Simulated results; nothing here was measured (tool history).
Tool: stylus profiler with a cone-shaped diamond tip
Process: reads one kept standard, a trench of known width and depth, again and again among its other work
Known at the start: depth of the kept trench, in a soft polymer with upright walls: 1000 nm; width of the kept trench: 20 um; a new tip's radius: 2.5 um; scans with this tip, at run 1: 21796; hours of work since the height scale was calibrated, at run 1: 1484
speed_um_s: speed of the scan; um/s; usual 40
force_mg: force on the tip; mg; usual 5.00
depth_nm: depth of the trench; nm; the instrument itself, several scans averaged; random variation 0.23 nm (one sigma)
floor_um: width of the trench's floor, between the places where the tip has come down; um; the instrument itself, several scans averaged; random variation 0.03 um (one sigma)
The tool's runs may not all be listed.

run	day	speed_um_s	force_mg	scans with this tip	hours of work since the height scale was calibrated	depth_nm	floor_um
1	0.000	40	5.00	21796	1484	1017.14	15.82
2	3.233	40	5.00	22469	1530	1016.76	15.84
3	4.892	40	5.00	22815	1554	1016.76	15.87
4	8.692	56	5.00	23607	1607	1016.67	15.83
5	11.667	56	5.00	24226	1650	1016.95	15.87
6	14.183	40	4.30	24750	1685	1015.43	15.83
7	16.192	27	14.92	25168	1714	1035.28	15.93
8	19.992	40	4.42	25959	1768	1015.92	15.86
9	23.475	20	3.49	26685	1817	1013.14	15.92
10	26.746	20	3.49	27367	1863	1013.58	15.95
11	29.717	27	5.94	27985	1906	1018.81	15.90

5 ways to go on from here, each from the tool as it stands after run 11. What would each give?
A	32.538	55	4.45	28573	1946	?	?
B	32.538	36	1.67	28573	1946	?	?
C	32.538	40	10.07	28573	1946	?	?
D	32.538	82	6.29	28573	1946	?	?
E	32.538	64	2.22	28573	1946	?	?

run	depth_nm	floor_um
A	1015.42	15.84
B	1008.47	15.73
C	1027.36	15.95
D	1020.05	15.78
E	1010.11	15.78
Without the tool's hidden state the same runs would have given:
run	depth_nm	floor_um
A	1015.45	15.86
B	1008.50	15.75
C	1027.39	15.97
D	1020.08	15.80
E	1010.14	15.80
